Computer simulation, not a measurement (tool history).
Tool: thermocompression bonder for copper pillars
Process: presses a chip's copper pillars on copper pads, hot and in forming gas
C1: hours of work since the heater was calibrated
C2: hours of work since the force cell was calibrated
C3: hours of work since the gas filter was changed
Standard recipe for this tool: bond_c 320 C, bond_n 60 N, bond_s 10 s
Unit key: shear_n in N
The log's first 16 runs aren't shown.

{"run": 17, "hour": 1014.2, "bond_c": 320, "bond_n": 60, "bond_s": 10, "C1": 417, "C2": 326, "C3": 343, "shear_n": 42.0}
{"run": 18, "hour": 1100.1, "bond_c": 320, "bond_n": 60, "bond_s": 18, "C1": 478, "C2": 386, "C3": 403, "shear_n": 53.2}
{"hour": 1124.0, "done": "forming gas filter changed"}
{"run": 19, "hour": 1187.3, "bond_c": 320, "bond_n": 60, "bond_s": 18, "C1": 539, "C2": 448, "C3": 45, "shear_n": 55.0}
{"run": 20, "hour": 1255.7, "bond_c": 320, "bond_n": 60, "bond_s": 18, "C1": 588, "C2": 496, "C3": 93, "shear_n": 53.4}
{"run": 21, "hour": 1334.3, "bond_c": 334, "bond_n": 80, "bond_s": 18, "C1": 643, "C2": 551, "C3": 149, "shear_n": 77.3}
{"run": 22, "hour": 1409.9, "bond_c": 320, "bond_n": 90, "bond_s": 10, "C1": 697, "C2": 605, "C3": 202, "shear_n": 61.7}
{"run": 23, "hour": 1456.0, "bond_c": 317, "bond_n": 60, "bond_s": 12, "C1": 729, "C2": 637, "C3": 235, "shear_n": 45.8}
{"run": 24, "hour": 1543.2, "bond_c": 317, "bond_n": 63, "bond_s": 15, "C1": 791, "C2": 699, "C3": 296, "shear_n": 51.5}
{"hour": 1569.5, "done": "heater calibrated with a thermocouple chip"}
{"run": 25, "hour": 1606.6, "bond_c": 305, "bond_n": 37, "bond_s": 13, "C1": 26, "C2": 743, "C3": 340, "shear_n": 21.3}
{"run": 26, "hour": 1671.3, "bond_c": 339, "bond_n": 52, "bond_s": 9, "C1": 72, "C2": 788, "C3": 385, "shear_n": 43.6}
{"run": 27, "hour": 1706.8, "bond_c": 347, "bond_n": 50, "bond_s": 19, "C1": 97, "C2": 813, "C3": 410, "shear_n": 59.9}
{"hour": 1727.5, "done": "forming gas filter changed"}
{"run": 28, "hour": 1775.1, "bond_c": 347, "bond_n": 50, "bond_s": 19, "C1": 145, "C2": 861, "C3": 34, "shear_n": 60.6}

Run 29, settings as shown, results not yet in. Your forecast:
{"run": 29, "hour": 1858.3, "bond_c": 320, "bond_n": 62, "bond_s": 10, "C1": 204, "C2": 920, "C3": 92, "shear_n": "?"}

Run 29 gave shear_n 43.0 N.
If the tool had no hidden condition, the same run with the same run-to-run variation would have returned shear_n 39.2 N.
